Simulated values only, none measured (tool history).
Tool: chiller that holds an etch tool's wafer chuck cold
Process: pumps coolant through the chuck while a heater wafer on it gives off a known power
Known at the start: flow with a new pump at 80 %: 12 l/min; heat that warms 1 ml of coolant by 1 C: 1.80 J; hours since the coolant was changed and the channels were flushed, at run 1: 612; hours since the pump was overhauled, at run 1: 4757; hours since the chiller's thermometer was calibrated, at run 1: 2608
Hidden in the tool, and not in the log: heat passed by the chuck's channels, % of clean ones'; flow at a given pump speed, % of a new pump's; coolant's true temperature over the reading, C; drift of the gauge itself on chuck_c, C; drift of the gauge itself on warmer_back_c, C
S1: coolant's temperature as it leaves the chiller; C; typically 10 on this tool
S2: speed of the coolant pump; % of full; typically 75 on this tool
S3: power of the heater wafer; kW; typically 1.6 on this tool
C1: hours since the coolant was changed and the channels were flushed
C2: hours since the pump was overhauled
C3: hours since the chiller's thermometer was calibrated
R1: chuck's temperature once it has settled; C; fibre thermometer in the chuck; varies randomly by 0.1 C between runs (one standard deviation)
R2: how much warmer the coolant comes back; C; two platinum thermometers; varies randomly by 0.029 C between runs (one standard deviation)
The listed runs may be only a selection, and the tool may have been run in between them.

run,day,S1,S2,S3,C1,C2,C3,R1,R2
1,0,10,75,1.6,612,4757,2608,22.7,4.78
2,4.946,10,75,1.691,731,4876,2726,23.7,4.96
3,8.075,10,75,1.691,806,4951,2801,23.5,5.02
4,13.075,3,75,1.6,926,5071,2921,15.8,4.65
5,17.138,3,75,1.6,1023,5168,3019,15.7,4.55
6,21.775,17,75,1.6,1135,5280,3130,29.7,4.6
7,26.479,17,75,1.6,1248,5392,3243,29.7,4.6
8,31.612,10,68,1.6,1371,5516,3366,23.6,5.02
9,34.029,10,75,1.6,1429,5574,3424,22.8,4.49
# day 36.146: chiller's thermometer calibrated
10,38.754,10,75,1.6,1541,5686,63,22.6,4.53
11,42.121,10,75,1.6,1622,5767,143,22.7,4.45
12,47.088,10,75,1.6,1741,5886,263,22.8,4.42
13,51.908,10,60,1.6,1857,6002,378,24.9,5.62
14,56.908,10,60,1.6,1977,6122,498,24.8,5.59
15,61.312,10,60,1.6,2083,6227,604,24.8,5.51
# day 64.208: gauge calibrated
16,64.958,12,64,1.6,2170,6315,692,26.1,5.59
17,69.304,12,64,1.6,2274,6419,796,26.2,5.6
18,73.271,12,80,1.6,2370,6514,891,24.1,4.33
19,76.021,7,75,1.012,2436,6581,957,15,2.93
20,78.8,14,75,2.189,2502,6647,1024,31.6,6.38
21,82.546,1,75,0.87,2592,6737,1114,8.2,2.45
22,86.275,18,75,1.6,2682,6827,1203,30.8,4.56
23,91.246,10,88,1.015,2801,6946,1322,17.3,2.34
24,95.183,10,71,2.141,2895,7040,1417,27.7,6.52
25,98.012,19,92,1.063,2963,7108,1485,26.5,2.26
26,101.275,19,92,1.063,3042,7187,1563,26.2,2.24
27,105.425,15,60,2.076,3141,7286,1663,34.1,7.49

For run 28, what comes out?
# day 107.779: gauge calibrated
28,110.246,15,63,1.948,3257,7402,1778,?,?

R1: 32.5 C
R2: 6.92 C
Minus the tool's unlogged condition, the same run would have read R1 32.4 C, R2 6.93 C.
